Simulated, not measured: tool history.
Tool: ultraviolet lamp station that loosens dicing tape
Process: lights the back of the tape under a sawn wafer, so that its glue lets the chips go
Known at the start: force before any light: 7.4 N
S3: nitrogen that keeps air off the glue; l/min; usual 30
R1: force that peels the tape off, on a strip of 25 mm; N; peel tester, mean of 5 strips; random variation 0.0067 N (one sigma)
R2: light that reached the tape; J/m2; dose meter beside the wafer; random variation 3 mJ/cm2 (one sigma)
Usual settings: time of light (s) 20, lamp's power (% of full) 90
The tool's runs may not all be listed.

Run 1, hour 0: usual settings. Result: R1 0.478 N, R2 3150 J/m2.
Run 2, hour 25.2: usual settings. Result: R1 0.507 N, R2 3100 J/m2.
Run 3, hour 58.7: usual settings. Result: R1 0.557 N, R2 3040 J/m2.
Run 4, hour 97.2: usual settings. Result: R1 0.59 N, R2 2910 J/m2.
Run 5, hour 120.2: usual settings. Result: R1 0.608 N, R2 2860 J/m2.
Run 6, hour 160.2: usual settings but lamp's power (% of full) 79. Result: R1 0.836 N, R2 2450 J/m2.
Run 7, hour 190.3: usual settings. Result: R1 0.697 N, R2 2730 J/m2.
Run 8, hour 221.7: usual settings. Result: R1 0.708 N, R2 2680 J/m2.
Run 9, hour 265.2: usual settings but lamp's power (% of full) 99. Result: R1 0.611 N, R2 2830 J/m2.
Run 10, hour 286.5: usual settings but lamp's power (% of full) 99. Result: R1 0.655 N, R2 2750 J/m2.
Run 11, hour 311.1: usual settings but lamp's power (% of full) 99. Result: R1 0.699 N, R2 2640 J/m2.
At hour 336.5: lamp changed.
Run 12, hour 342.8: usual settings but S3 17 l/min. Result: R1 0.421 N, R2 4320 J/m2.
Run 13, hour 367.5: usual settings but time of light (s) 33. Result: R1 0.136 N, R2 7060 J/m2.
Run 14, hour 420.3: usual settings but time of light (s) 33. Result: R1 0.142 N, R2 6790 J/m2.
Run 15, hour 473.4: usual settings but time of light (s) 33. Result: R1 0.137 N, R2 6570 J/m2.
At hour 503.1: window cleaned of glue's vapour.
Run 16, hour 513.3: usual settings but time of light (s) 33. Result: R1 0.138 N, R2 6910 J/m2.
Run 17, hour 548.9: usual settings but time of light (s) 33. Result: R1 0.141 N, R2 6720 J/m2.
Run 18, hour 579.1: usual settings but time of light (s) 33. Result: R1 0.138 N, R2 6570 J/m2.
Run 19, hour 627.3: usual settings but time of light (s) 33. Result: R1 0.142 N, R2 6320 J/m2.
Run 20, hour 661.5: usual settings but time of light (s) 11, S3 23 l/min. Result: R1 1.37 N, R2 2050 J/m2.
Run 21, hour 704.5: usual settings but lamp's power (% of full) 84, S3 11 l/min. Result: R1 1.057 N, R2 3430 J/m2.
Run 22, hour 739.3: usual settings but lamp's power (% of full) 93, S3 19 l/min. Result: R1 0.535 N, R2 3750 J/m2.
Run 23, hour 767.4: usual settings but time of light (s) 25, lamp's power (% of full) 62, S3 12 l/min. Result: R1 1.177 N, R2 3020 J/m2.
Run 24, hour 805.5: usual settings but lamp's power (% of full) 75, S3 18 l/min. Result: R1 0.959 N, R2 2850 J/m2.
Run 25, hour 840.6: usual settings but time of light (s) 39. Result: R1 0.138 N, R2 6510 J/m2.
Run 26, hour 885.8: usual settings but time of light (s) 18, S3 16 l/min. Result: R1 1.012 N, R2 2940 J/m2.
Run 27, hour 914.6: usual settings but time of light (s) 18, S3 16 l/min. Result: R1 1.037 N, R2 2890 J/m2.
Run 28, hour 960.2: usual settings but time of light (s) 18, S3 16 l/min. Result: R1 1.088 N, R2 2740 J/m2.
Run 29, hour 995.7: usual settings but time of light (s) 12, lamp's power (% of full) 83, S3 28 l/min. Result: R1 1.628 N, R2 1700 J/m2.
At hour 1023.4: window cleaned of glue's vapour.
Run 30, hour 1047.2: usual settings but time of light (s) 33, lamp's power (% of full) 96. Result: R1 0.158 N, R2 5370 J/m2.
Run 31, hour 1076.9: usual settings but time of light (s) 23, lamp's power (% of full) 96. Result: R1 0.339 N, R2 3700 J/m2.
Run 32, hour 1114: usual settings but S3 34 l/min. Result: R1 0.536 N, R2 2960 J/m2.
Run 33, hour 1144.6: usual settings but S3 34 l/min. Result: R1 0.563 N, R2 2850 J/m2.
Run 34, hour 1193.2: usual settings but time of light (s) 11, S3 34 l/min. Result: R1 1.805 N, R2 1530 J/m2.
Run 35, hour 1232.2: usual settings but time of light (s) 11, S3 34 l/min. Result: R1 1.846 N, R2 1490 J/m2.
Run 36, hour 1257.3: usual settings but time of light (s) 15, lamp's power (% of full) 87, S3 12 l/min. Result: R1 2.303 N, R2 1900 J/m2.

Measured less the same run without the tool's hidden state. The same run-to-run variation is in both; the gauge's scatter may not be:
The hidden state here: lamp's light, % of a new lamp's; light that the window lets through, % of a clean one's; drift of the gauge itself on peel_n, %; drift of the gauge itself on dose_mj_cm2, %.
run      R1     R2
  1  +0.264  -1370
  2  +0.282  -1430
  3  +0.322  -1510
  4  +0.359  -1600
  5  +0.381  -1620
  6  +0.538  -1510
  7  +0.457  -1810
  8  +0.482  -1870
  9  +0.427  -2160
 10  +0.466  -2230
 11  +0.506  -2260
 12  +0.042   -210
 13  +0.003   -450
 14  +0.006   -640
 15  +0.007   -840
 16  +0.005   -630
 17  +0.007   -780
 18  +0.008   -900
 19  +0.012  -1090
 20  +0.363   -410
 21  +0.356   -790
 22  +0.217   -960
 23  +0.442   -860
 24  +0.418   -900
 25  +0.013  -2270
 26  +0.497  -1160
 27  +0.534  -1210
 28  +0.584  -1280
 29  +0.809   -840
 30  +0.038  -2530
 31   +0.18  -1870
 32  +0.324  -1610
 33  +0.354  -1690
 34  +1.044   -990
 35  +1.104  -1030
 36  +1.283  -1400
